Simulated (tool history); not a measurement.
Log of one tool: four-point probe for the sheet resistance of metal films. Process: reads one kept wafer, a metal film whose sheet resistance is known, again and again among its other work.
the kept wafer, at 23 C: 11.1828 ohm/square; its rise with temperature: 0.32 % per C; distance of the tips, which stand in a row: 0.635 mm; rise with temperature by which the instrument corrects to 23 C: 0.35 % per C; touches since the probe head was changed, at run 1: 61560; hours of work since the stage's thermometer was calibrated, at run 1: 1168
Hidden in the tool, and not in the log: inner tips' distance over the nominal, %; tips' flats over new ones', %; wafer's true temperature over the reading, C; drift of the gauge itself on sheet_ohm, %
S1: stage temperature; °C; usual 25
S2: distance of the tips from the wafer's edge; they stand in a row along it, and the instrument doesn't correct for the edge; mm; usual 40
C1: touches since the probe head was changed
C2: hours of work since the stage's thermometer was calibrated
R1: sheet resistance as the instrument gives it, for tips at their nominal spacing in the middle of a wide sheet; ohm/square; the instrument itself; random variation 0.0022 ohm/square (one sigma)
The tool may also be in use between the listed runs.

run 1 day=0.000 | S1=25 S2=40 | C1=61560 C2=1168 | R1=11.132387
run 2 day=1.604 | S1=25 S2=40 | C1=63252 C2=1192 | R1=11.128068
run 3 day=2.725 | S1=25 S2=40 | C1=64437 C2=1208 | R1=11.131118
run 4 day=5.208 | S1=25 S2=40 | C1=67060 C2=1244 | R1=11.130593
run 5 day=7.642 | S1=25 S2=40 | C1=69630 C2=1279 | R1=11.127249
run 6 day=9.846 | S1=25 S2=40 | C1=71957 C2=1311 | R1=11.124442
run 7 day=12.088 | S1=25 S2=40 | C1=74325 C2=1343 | R1=11.124542
run 8 day=13.471 | S1=25 S2=40 | C1=75790 C2=1363 | R1=11.126980
run 9 day=15.908 | S1=35 S2=40 | C1=78363 C2=1399 | R1=11.086729
run 10 day=17.171 | S1=35 S2=40 | C1=79697 C2=1417 | R1=11.092506
run 11 day=19.342 | S1=35 S2=40 | C1=81989 C2=1448 | R1=11.086421
run 12 day=21.617 | S1=35 S2=40 | C1=84390 C2=1481 | R1=11.086170
run 13 day=22.792 | S1=25 S2=40 | C1=85632 C2=1498 | R1=11.121263
run 14 day=24.504 | S1=25 S2=40 | C1=87439 C2=1523 | R1=11.118878
run 15 day=26.354 | S1=19 S2=40 | C1=89394 C2=1550 | R1=11.141575
run 16 day=27.446 | S1=19 S2=40 | C1=90548 C2=1566 | R1=11.141710
run 17 day=29.546 | S1=19 S2=40 | C1=92767 C2=1596 | R1=11.141491
run 18 day=31.658 | S1=19 S2=40 | C1=94996 C2=1627 | R1=11.136153
run 19 day=33.858 | S1=19 S2=40 | C1=97320 C2=1658 | R1=11.137875
run 20 day=35.821 | S1=19 S2=40 | C1=99391 C2=1687 | R1=11.136290
run 21 day=37.317 | S1=25 S2=20 | C1=100975 C2=1709 | R1=11.119628
run 22 day=39.108 | S1=25 S2=20 | C1=102867 C2=1734 | R1=11.113542
run 23 day=40.467 | S1=25 S2=20 | C1=104299 C2=1754 | R1=11.116733
run 24 day=42.788 | S1=21 S2=7 | C1=106751 C2=1788 | R1=11.176641
run 25 day=43.950 | S1=23 S2=40 | C1=107980 C2=1804 | R1=11.115741
run 26 day=46.300 | S1=32 S2=5 | C1=110460 C2=1838 | R1=11.174625
run 27 day=47.825 | S1=26 S2=7 | C1=112071 C2=1861 | R1=11.150529
-- day=47.946 stage's thermometer calibrated
run 28 day=50.275 | S1=26 S2=7 | C1=114637 C2=34 | R1=11.156143
run 29 day=51.888 | S1=33 S2=53 | C1=116341 C2=57 | R1=11.076131
-- day=52.738 stage's thermometer calibrated, once more
run 30 day=54.188 | S1=25 S2=34 | C1=118749 C2=21 | R1=11.094460
run 31 day=56.679 | S1=25 S2=34 | C1=121379 C2=57 | R1=11.088936
run 32 day=59.017 | S1=33 S2=72 | C1=123848 C2=91 | R1=11.059731
run 33 day=60.567 | S1=33 S2=4 | C1=125487 C2=113 | R1=11.206267
run 34 day=62.083 | S1=30 S2=28 | C1=127088 C2=135 | R1=11.066754
run 35 day=63.312 | S1=34 S2=16 | C1=128384 C2=153 | R1=11.061561
run 36 day=64.829 | S1=34 S2=16 | C1=129988 C2=175 | R1=11.059695
run 37 day=66.117 | S1=22 S2=6 | C1=131347 C2=194 | R1=11.161047
run 38 day=67.704 | S1=24 S2=6 | C1=133024 C2=217 | R1=11.148800
run 39 day=69.808 | S1=24 S2=6 | C1=135246 C2=247 | R1=11.153456
run 40 day=72.246 | S1=21 S2=53 | C1=137820 C2=282 | R1=11.095672
run 41 day=74.638 | S1=22 S2=40 | C1=140345 C2=317 | R1=11.088956
run 42 day=76.317 | S1=22 S2=40 | C1=142121 C2=341 | R1=11.089154
run 43 day=77.717 | S1=19 S2=41 | C1=143598 C2=362 | R1=11.102420
run 44 day=79.404 | S1=22 S2=32 | C1=145381 C2=386 | R1=11.089900

The same runs without the tool's hidden state, with the same run-to-run variation:
run=1 R1=11.176828
run=2 R1=11.173361
run=3 R1=11.176965
run=4 R1=11.177841
run=5 R1=11.175681
run=6 R1=11.174016
run=7 R1=11.175426
run=8 R1=11.178530
run=9 R1=11.139596
run=10 R1=11.146085
run=11 R1=11.141185
run=12 R1=11.142200
run=13 R1=11.177877
run=14 R1=11.176443
run=15 R1=11.200018
run=16 R1=11.200693
run=17 R1=11.201749
run=18 R1=11.197426
run=19 R1=11.200074
run=20 R1=11.199587
run=21 R1=11.183711
run=22 R1=11.178472
run=23 R1=11.182452
run=24 R1=11.243784
run=25 R1=11.183221
run=26 R1=11.243926
run=27 R1=11.220191
run=28 R1=11.225064
run=29 R1=11.145731
run=30 R1=11.181193
run=31 R1=11.176980
run=32 R1=11.148783
run=33 R1=11.297224
run=34 R1=11.157483
run=35 R1=11.152946
run=36 R1=11.151769
run=37 R1=11.254705
run=38 R1=11.243141
run=39 R1=11.249047
run=40 R1=11.192136
run=41 R1=11.186641
run=42 R1=11.187767
run=43 R1=11.201856
run=44 R1=11.190066
